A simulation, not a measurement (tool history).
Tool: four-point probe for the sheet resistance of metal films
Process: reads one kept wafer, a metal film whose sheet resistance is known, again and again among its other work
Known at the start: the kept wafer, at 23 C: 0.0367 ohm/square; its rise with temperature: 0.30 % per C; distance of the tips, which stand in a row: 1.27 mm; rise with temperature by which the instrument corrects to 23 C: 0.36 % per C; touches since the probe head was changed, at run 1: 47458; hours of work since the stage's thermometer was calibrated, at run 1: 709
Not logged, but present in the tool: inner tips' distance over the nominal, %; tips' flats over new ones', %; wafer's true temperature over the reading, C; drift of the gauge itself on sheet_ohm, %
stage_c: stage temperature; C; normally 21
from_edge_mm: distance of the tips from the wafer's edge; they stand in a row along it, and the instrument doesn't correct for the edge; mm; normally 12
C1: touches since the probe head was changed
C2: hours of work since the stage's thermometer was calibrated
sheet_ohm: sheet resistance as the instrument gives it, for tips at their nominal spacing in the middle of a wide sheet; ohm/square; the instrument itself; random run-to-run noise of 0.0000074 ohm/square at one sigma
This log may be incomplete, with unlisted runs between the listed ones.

Run 1, hour 0: usual settings; C1 47458; C2 709. Result: sheet_ohm 0.036969 ohm/square.
Run 2, hour 25.3: usual settings; C1 48017; C2 721. Result: sheet_ohm 0.03698 ohm/square.
Run 3, hour 62.4: usual settings; C1 48839; C2 739. Result: sheet_ohm 0.036959 ohm/square.
Run 4, hour 99.6: usual settings; C1 49663; C2 757. Result: sheet_ohm 0.036959 ohm/square.
Run 5, hour 142.1: usual settings; C1 50604; C2 777. Result: sheet_ohm 0.036975 ohm/square.
Run 6, hour 185.8: usual settings; C1 51573; C2 798. Result: sheet_ohm 0.03695 ohm/square.
Run 7, hour 211.8: usual settings but from_edge_mm 33 mm; C1 52147; C2 810. Result: sheet_ohm 0.036758 ohm/square.
Run 8, hour 232.1: usual settings but from_edge_mm 13 mm; C1 52596; C2 820. Result: sheet_ohm 0.036921 ohm/square.
Run 9, hour 265.5: usual settings but from_edge_mm 13 mm; C1 53336; C2 836. Result: sheet_ohm 0.036937 ohm/square.
Run 10, hour 309.6: usual settings; C1 54312; C2 857. Result: sheet_ohm 0.036961 ohm/square.
Run 11, hour 345: usual settings; C1 55096; C2 874. Result: sheet_ohm 0.036961 ohm/square.
Run 12, hour 379.3: usual settings; C1 55857; C2 890. Result: sheet_ohm 0.036976 ohm/square.
Run 13, hour 423.9: usual settings; C1 56844; C2 911. Result: sheet_ohm 0.036967 ohm/square.
Run 14, hour 450.9: usual settings but from_edge_mm 31 mm; C1 57442; C2 924. Result: sheet_ohm 0.036763 ohm/square.
Run 15, hour 481.2: usual settings but from_edge_mm 31 mm; C1 58112; C2 938. Result: sheet_ohm 0.036777 ohm/square.
Run 16, hour 517.4: usual settings but stage_c 32 C; C1 58914; C2 956. Result: sheet_ohm 0.036711 ohm/square.
Run 17, hour 552.9: usual settings but stage_c 32 C; C1 59700; C2 973. Result: sheet_ohm 0.036711 ohm/square.
Run 18, hour 588.8: usual settings but stage_c 32 C; C1 60495; C2 990. Result: sheet_ohm 0.03673 ohm/square.
Run 19, hour 612.4: usual settings but stage_c 32 C, from_edge_mm 8 mm; C1 61018; C2 1001. Result: sheet_ohm 0.037002 ohm/square.
Run 20, hour 654.7: usual settings but stage_c 32 C, from_edge_mm 8 mm; C1 61954; C2 1021. Result: sheet_ohm 0.036984 ohm/square.
Run 21, hour 678.2: usual settings but stage_c 32 C, from_edge_mm 8 mm; C1 62475; C2 1032. Result: sheet_ohm 0.036986 ohm/square.
Run 22, hour 719.8: usual settings but stage_c 24 C, from_edge_mm 11 mm; C1 63396; C2 1052. Result: sheet_ohm 0.036933 ohm/square.
Run 23, hour 761.7: usual settings but stage_c 25 C, from_edge_mm 26 mm; C1 64323; C2 1072. Result: sheet_ohm 0.036699 ohm/square.
Run 24, hour 788.4: usual settings but stage_c 25 C, from_edge_mm 26 mm; C1 64914; C2 1085. Result: sheet_ohm 0.036697 ohm/square.
Run 25, hour 829.7: usual settings but stage_c 25 C, from_edge_mm 26 mm; C1 65828; C2 1105. Result: sheet_ohm 0.036694 ohm/square.
Run 26, hour 857.9: usual settings but stage_c 25 C, from_edge_mm 26 mm; C1 66454; C2 1118. Result: sheet_ohm 0.036694 ohm/square.

Here are 5 independent what-if runs from the current tool condition. What would each one return?
Run A, hour 888.2: usual settings but stage_c 25 C, from_edge_mm 8 mm; C1 67125; C2 1132. Result: sheet_ohm ?.
Run B, hour 888.2: usual settings but stage_c 28 C, from_edge_mm 26 mm; C1 67125; C2 1132. Result: sheet_ohm ?.
Run C, hour 888.2: usual settings but stage_c 30 C, from_edge_mm 4 mm; C1 67125; C2 1132. Result: sheet_ohm ?.
Run D, hour 888.2: usual settings but stage_c 23 C, from_edge_mm 25 mm; C1 67125; C2 1132. Result: sheet_ohm ?.
Run E, hour 888.2: usual settings but from_edge_mm 22 mm; C1 67125; C2 1132. Result: sheet_ohm ?.

run  sheet_ohm
  A   0.037142
  B   0.036633
  C    0.03841
  D   0.036734
  E   0.036802
Had the tool no hidden state, the same runs would have come out as:
run  sheet_ohm
  A   0.037147
  B   0.036638
  C   0.038415
  D   0.036739
  E   0.036807
